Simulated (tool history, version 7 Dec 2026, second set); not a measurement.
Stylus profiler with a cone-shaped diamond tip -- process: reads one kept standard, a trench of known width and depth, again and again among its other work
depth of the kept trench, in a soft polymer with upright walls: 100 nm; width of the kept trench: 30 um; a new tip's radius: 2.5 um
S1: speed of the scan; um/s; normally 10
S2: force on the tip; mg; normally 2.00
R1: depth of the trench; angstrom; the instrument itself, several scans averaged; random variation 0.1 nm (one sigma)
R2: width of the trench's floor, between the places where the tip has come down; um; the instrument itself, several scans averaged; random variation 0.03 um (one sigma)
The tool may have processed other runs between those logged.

| run | hour | S1 | S2 | R1 | R2 |
|---|---|---|---|---|---|
| 1 | 0.0 | 10 | 2.00 | 1010.5 | 28.55 |
| 2 | 15.6 | 10 | 2.00 | 1008.2 | 28.54 |
| 3 | 24.9 | 2 | 2.00 | 1009.7 | 28.55 |
| 4 | 38.2 | 10 | 2.00 | 1008.6 | 28.45 |
| 5 | 57.0 | 10 | 2.00 | 1011.1 | 28.56 |
| 6 | 70.2 | 10 | 2.00 | 1008.9 | 28.51 |
| 7 | 87.1 | 10 | 2.00 | 1008.8 | 28.54 |
| 8 | 99.8 | 10 | 2.00 | 1009.2 | 28.54 |
| 9 | 111.8 | 10 | 2.00 | 1011.2 | 28.55 |
| 10 | 123.1 | 2 | 2.84 | 1013.0 | 28.63 |

Run 11 has not been measured yet. What should we expect?
| 11 | 143.3 | 5 | 2.84 | ? | ? |

Run 11 yielded R1 1012.8 angstrom, R2 28.58 um.
Without the tool's hidden state the same run would have given R1 1012.9 angstrom, R2 28.58 um.

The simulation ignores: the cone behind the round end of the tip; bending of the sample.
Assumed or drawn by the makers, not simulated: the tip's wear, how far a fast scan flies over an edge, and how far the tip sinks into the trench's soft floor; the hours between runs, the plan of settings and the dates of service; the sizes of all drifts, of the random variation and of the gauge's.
